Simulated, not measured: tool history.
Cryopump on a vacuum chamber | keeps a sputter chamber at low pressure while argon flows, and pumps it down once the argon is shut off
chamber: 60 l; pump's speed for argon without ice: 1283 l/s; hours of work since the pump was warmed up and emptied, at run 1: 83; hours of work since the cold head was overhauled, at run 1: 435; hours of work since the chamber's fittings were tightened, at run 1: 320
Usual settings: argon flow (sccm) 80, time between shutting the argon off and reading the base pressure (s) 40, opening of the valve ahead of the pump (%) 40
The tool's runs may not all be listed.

| run | hour | argon flow (sccm) | time between shutting the argon off and reading the base pressure (s) | opening of the valve ahead of the pump (%) | hours of work since the pump was warmed up and emptied | hours of work since the cold head was overhauled | hours of work since the chamber's fittings were tightened | pressure while argon flows (Pa) | pressure after the wait (uPa) |
|---|---|---|---|---|---|---|---|---|---|
| 1 | 0 | 80 | 40 | 40 | 83 | 435 | 320 | 0.2785 | 2.21 |
| 2 | 58.2 | 80 | 40 | 40 | 117 | 470 | 354 | 0.2811 | 2.1 |
| 3 | 108.2 | 80 | 40 | 40 | 147 | 499 | 384 | 0.2857 | 2.24 |
| 4 | 154.9 | 80 | 40 | 40 | 175 | 527 | 412 | 0.29 | 2.24 |
| 5 | 179.4 | 80 | 40 | 40 | 190 | 542 | 426 | 0.2929 | 2.19 |
| 6 | 218.7 | 80 | 40 | 40 | 213 | 565 | 450 | 0.3003 | 2.24 |
| 7 | 249.2 | 129 | 40 | 40 | 231 | 583 | 468 | 0.4865 | 2.22 |
| 8 | 306.5 | 129 | 40 | 40 | 265 | 618 | 502 | 0.498 | 2.25 |
| 9 | 353.9 | 129 | 40 | 40 | 293 | 646 | 530 | 0.5132 | 2.28 |
|  | 386.7 | pump warmed up, emptied and cooled again |
| 10 | 404.6 | 129 | 40 | 40 | 11 | 673 | 558 | 0.4266 | 2.25 |
| 11 | 440.8 | 129 | 40 | 40 | 32 | 695 | 579 | 0.436 | 2.17 |
| 12 | 469.3 | 80 | 202 | 40 | 49 | 712 | 596 | 0.2711 | 0.71 |
| 13 | 496.6 | 140 | 202 | 40 | 65 | 728 | 612 | 0.4803 | 0.72 |
| 14 | 546.7 | 80 | 40 | 40 | 95 | 758 | 642 | 0.2769 | 2.14 |
| 15 | 574.9 | 41 | 40 | 40 | 112 | 774 | 659 | 0.1447 | 2.21 |
| 16 | 624.4 | 82 | 40 | 40 | 142 | 804 | 688 | 0.2913 | 2.28 |
| 17 | 680.7 | 82 | 40 | 40 | 175 | 837 | 722 | 0.2976 | 2.27 |
| 18 | 725.2 | 130 | 33 | 28 | 202 | 864 | 748 | 0.6638 | 2.72 |
| 19 | 766 | 130 | 33 | 54 | 226 | 888 | 773 | 0.3771 | 2.63 |
| 20 | 803.8 | 59 | 21 | 59 | 248 | 911 | 795 | 0.1633 | 3.98 |
| 21 | 843.3 | 130 | 272 | 40 | 272 | 934 | 819 | 0.503 | 0.71 |
| 22 | 902.3 | 125 | 43 | 40 | 307 | 969 | 854 | 0.5 | 2.23 |
|  | 913.9 | pump warmed up, emptied and cooled again |
| 23 | 956.6 | 155 | 128 | 26 | 25 | 999 | 883 | 0.7955 | 0.93 |
| 24 | 1011.3 | 155 | 128 | 26 | 58 | 1031 | 916 | 0.8013 | 0.94 |
| 25 | 1042.4 | 155 | 128 | 26 | 77 | 1050 | 934 | 0.8067 | 0.94 |
| 26 | 1077.4 | 59 | 128 | 36 | 97 | 1071 | 955 | 0.2253 | 1.04 |
| 27 | 1105.4 | 58 | 250 | 18 | 114 | 1087 | 972 | 0.437 | 0.74 |
| 28 | 1131.4 | 58 | 133 | 32 | 129 | 1103 | 987 | 0.2534 | 0.98 |
| 29 | 1187.9 | 58 | 133 | 32 | 163 | 1136 | 1021 | 0.2589 | 0.99 |
| 30 | 1239.5 | 58 | 133 | 32 | 194 | 1167 | 1052 | 0.2624 | 1.03 |
| 31 | 1263.3 | 58 | 133 | 32 | 208 | 1181 | 1066 | 0.2666 | 1.06 |
| 32 | 1305.6 | 58 | 133 | 32 | 233 | 1207 | 1091 | 0.265 | 1.09 |
| 33 | 1349.2 | 80 | 45 | 40 | 259 | 1233 | 1117 | 0.3121 | 2.19 |

Forecast each of these 5 alternatives for the next run:
| A | 1377.4 | 80 | 80 | 24 | 276 | 1249 | 1134 | ? | ? |
| B | 1377.4 | 80 | 208 | 40 | 276 | 1249 | 1134 | ? | ? |
| C | 1377.4 | 80 | 111 | 31 | 276 | 1249 | 1134 | ? | ? |
| D | 1377.4 | 46 | 90 | 25 | 276 | 1249 | 1134 | ? | ? |
| E | 1377.4 | 154 | 25 | 22 | 276 | 1249 | 1134 | ? | ? |

| run | pressure while argon flows (Pa) | pressure after the wait (uPa) |
|---|---|---|
| A | 0.4881 | 1.52 |
| B | 0.3165 | 0.91 |
| C | 0.386 | 1.26 |
| D | 0.2725 | 1.37 |
| E | 1.0179 | 3.56 |
Without the tool's hidden state the same runs would have given:
| run | pressure while argon flows (Pa) | pressure after the wait (uPa) |
|---|---|---|
| A | 0.437 | 1.19 |
| B | 0.2649 | 0.59 |
| C | 0.3353 | 0.93 |
| D | 0.2429 | 1.05 |
| E | 0.9194 | 3.23 |
